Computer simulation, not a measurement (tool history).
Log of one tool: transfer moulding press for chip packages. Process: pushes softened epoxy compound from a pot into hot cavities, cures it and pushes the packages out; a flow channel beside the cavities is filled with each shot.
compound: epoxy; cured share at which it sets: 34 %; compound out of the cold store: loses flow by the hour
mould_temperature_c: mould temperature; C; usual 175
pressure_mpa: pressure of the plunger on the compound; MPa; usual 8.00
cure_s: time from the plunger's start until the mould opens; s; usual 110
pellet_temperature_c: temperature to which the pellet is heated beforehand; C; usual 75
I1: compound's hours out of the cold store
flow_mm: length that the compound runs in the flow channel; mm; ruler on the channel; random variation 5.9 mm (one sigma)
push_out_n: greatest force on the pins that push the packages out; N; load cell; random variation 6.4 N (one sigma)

{"run": 1, "day": 0.0, "mould_temperature_c": 175, "pressure_mpa": 8.0, "cure_s": 110, "pellet_temperature_c": 75, "I1": 13.3, "flow_mm": 591, "push_out_n": 377}
{"day": 0.771, "done": "plunger's sealing rings changed"}
{"run": 2, "day": 1.729, "mould_temperature_c": 175, "pressure_mpa": 6.6, "cure_s": 110, "pellet_temperature_c": 75, "I1": 20.1, "flow_mm": 602, "push_out_n": 433}
{"day": 2.446, "done": "cavities cleaned with cleaning compound and waxed"}
{"day": 2.912, "done": "mould's thermocouples calibrated"}
{"run": 3, "day": 3.45, "mould_temperature_c": 175, "pressure_mpa": 6.6, "cure_s": 110, "pellet_temperature_c": 75, "I1": 42.4, "flow_mm": 550, "push_out_n": 360}
{"run": 4, "day": 4.838, "mould_temperature_c": 175, "pressure_mpa": 6.6, "cure_s": 110, "pellet_temperature_c": 75, "I1": 21.8, "flow_mm": 602, "push_out_n": 423}
{"day": 6.125, "done": "cavities cleaned with cleaning compound and waxed"}
{"run": 5, "day": 6.542, "mould_temperature_c": 175, "pressure_mpa": 6.6, "cure_s": 110, "pellet_temperature_c": 75, "I1": 19.9, "flow_mm": 596, "push_out_n": 323}
{"run": 6, "day": 8.3, "mould_temperature_c": 175, "pressure_mpa": 6.6, "cure_s": 110, "pellet_temperature_c": 75, "I1": 47.8, "flow_mm": 533, "push_out_n": 419}
{"day": 9.683, "done": "cavities cleaned with cleaning compound and waxed"}
{"run": 7, "day": 9.729, "mould_temperature_c": 175, "pressure_mpa": 8.0, "cure_s": 110, "pellet_temperature_c": 75, "I1": 31.7, "flow_mm": 635, "push_out_n": 265}
{"run": 8, "day": 11.229, "mould_temperature_c": 175, "pressure_mpa": 6.39, "cure_s": 110, "pellet_temperature_c": 75, "I1": 48.0, "flow_mm": 521, "push_out_n": 387}
{"day": 13.367, "done": "cavities cleaned with cleaning compound and waxed"}
{"run": 9, "day": 13.454, "mould_temperature_c": 175, "pressure_mpa": 8.0, "cure_s": 91, "pellet_temperature_c": 75, "I1": 17.4, "flow_mm": 629, "push_out_n": 396}
{"run": 10, "day": 15.383, "mould_temperature_c": 175, "pressure_mpa": 8.0, "cure_s": 91, "pellet_temperature_c": 75, "I1": 9.9, "flow_mm": 652, "push_out_n": 625}
{"day": 16.908, "done": "cavities cleaned with cleaning compound and waxed"}
{"run": 11, "day": 17.692, "mould_temperature_c": 175, "pressure_mpa": 8.0, "cure_s": 91, "pellet_temperature_c": 75, "I1": 14.6, "flow_mm": 636, "push_out_n": 532}
{"run": 12, "day": 20.308, "mould_temperature_c": 175, "pressure_mpa": 8.0, "cure_s": 110, "pellet_temperature_c": 75, "I1": 35.3, "flow_mm": 592, "push_out_n": 442}
{"day": 20.567, "done": "cavities cleaned with cleaning compound and waxed"}
{"run": 13, "day": 21.908, "mould_temperature_c": 175, "pressure_mpa": 7.09, "cure_s": 110, "pellet_temperature_c": 75, "I1": 25.2, "flow_mm": 561, "push_out_n": 402}
{"day": 24.292, "done": "cavities cleaned with cleaning compound and waxed"}
{"run": 14, "day": 24.292, "mould_temperature_c": 174, "pressure_mpa": 6.5, "cure_s": 139, "pellet_temperature_c": 67, "I1": 37.2, "flow_mm": 508, "push_out_n": 215}
{"run": 15, "day": 26.104, "mould_temperature_c": 175, "pressure_mpa": 8.0, "cure_s": 128, "pellet_temperature_c": 75, "I1": 17.8, "flow_mm": 598, "push_out_n": 351}
{"run": 16, "day": 27.558, "mould_temperature_c": 169, "pressure_mpa": 8.0, "cure_s": 116, "pellet_temperature_c": 66, "I1": 39.1, "flow_mm": 570, "push_out_n": 578}
{"day": 27.896, "done": "cavities cleaned with cleaning compound and waxed"}
{"day": 30.171, "done": "plunger's sealing rings changed"}
{"run": 17, "day": 30.725, "mould_temperature_c": 169, "pressure_mpa": 7.28, "cure_s": 116, "pellet_temperature_c": 73, "I1": 23.0, "flow_mm": 656, "push_out_n": 551}
{"day": 31.7, "done": "cavities cleaned with cleaning compound and waxed"}
{"run": 18, "day": 33.996, "mould_temperature_c": 176, "pressure_mpa": 7.7, "cure_s": 132, "pellet_temperature_c": 73, "I1": 33.5, "flow_mm": 625, "push_out_n": 344}
{"day": 35.412, "done": "cavities cleaned with cleaning compound and waxed"}
{"run": 19, "day": 35.675, "mould_temperature_c": 176, "pressure_mpa": 7.7, "cure_s": 132, "pellet_temperature_c": 73, "I1": 15.1, "flow_mm": 664, "push_out_n": 233}
{"run": 20, "day": 38.508, "mould_temperature_c": 174, "pressure_mpa": 8.0, "cure_s": 110, "pellet_temperature_c": 68, "I1": 20.1, "flow_mm": 647, "push_out_n": 470}
{"day": 39.029, "done": "cavities cleaned with cleaning compound and waxed"}
{"run": 21, "day": 41.35, "mould_temperature_c": 174, "pressure_mpa": 8.0, "cure_s": 110, "pellet_temperature_c": 68, "I1": 44.4, "flow_mm": 607, "push_out_n": 429}
{"day": 42.808, "done": "cavities cleaned with cleaning compound and waxed"}
{"run": 22, "day": 44.225, "mould_temperature_c": 174, "pressure_mpa": 8.0, "cure_s": 110, "pellet_temperature_c": 68, "I1": 9.1, "flow_mm": 660, "push_out_n": 408}
{"day": 46.375, "done": "cavities cleaned with cleaning compound and waxed"}
{"run": 23, "day": 47.529, "mould_temperature_c": 173, "pressure_mpa": 8.0, "cure_s": 110, "pellet_temperature_c": 68, "I1": 24.1, "flow_mm": 614, "push_out_n": 420}
{"day": 49.954, "done": "cavities cleaned with cleaning compound and waxed"}
{"run": 24, "day": 50.333, "mould_temperature_c": 176, "pressure_mpa": 9.2, "cure_s": 106, "pellet_temperature_c": 68, "I1": 18.4, "flow_mm": 651, "push_out_n": 303}
{"run": 25, "day": 51.879, "mould_temperature_c": 176, "pressure_mpa": 9.2, "cure_s": 106, "pellet_temperature_c": 73, "I1": 39.3, "flow_mm": 609, "push_out_n": 396}
{"day": 53.492, "done": "cavities cleaned with cleaning compound and waxed"}
{"run": 26, "day": 54.3, "mould_temperature_c": 176, "pressure_mpa": 9.2, "cure_s": 106, "pellet_temperature_c": 73, "I1": 46.5, "flow_mm": 589, "push_out_n": 341}

Forecast each of these 5 alternatives for the next run:
{"run": "A", "day": 56.158, "mould_temperature_c": 175, "pressure_mpa": 8.0, "cure_s": 110, "pellet_temperature_c": 68, "I1": 47.4, "flow_mm": "?", "push_out_n": "?"}
{"run": "B", "day": 56.158, "mould_temperature_c": 175, "pressure_mpa": 8.0, "cure_s": 146, "pellet_temperature_c": 75, "I1": 15.0, "flow_mm": "?", "push_out_n": "?"}
{"run": "C", "day": 56.158, "mould_temperature_c": 174, "pressure_mpa": 8.0, "cure_s": 102, "pellet_temperature_c": 75, "I1": 39.1, "flow_mm": "?", "push_out_n": "?"}
{"run": "D", "day": 56.158, "mould_temperature_c": 175, "pressure_mpa": 8.0, "cure_s": 110, "pellet_temperature_c": 75, "I1": 14.3, "flow_mm": "?", "push_out_n": "?"}
{"run": "E", "day": 56.158, "mould_temperature_c": 175, "pressure_mpa": 8.0, "cure_s": 97, "pellet_temperature_c": 75, "I1": 37.0, "flow_mm": "?", "push_out_n": "?"}

run=A flow_mm=552 push_out_n=427
run=B flow_mm=607 push_out_n=353
run=C flow_mm=559 push_out_n=476
run=D flow_mm=607 push_out_n=435
run=E flow_mm=572 push_out_n=493
Without the tool's hidden state the same runs would have given:
run=A flow_mm=626 push_out_n=260
run=B flow_mm=690 push_out_n=199
run=C flow_mm=634 push_out_n=297
run=D flow_mm=689 push_out_n=269
run=E flow_mm=650 push_out_n=309
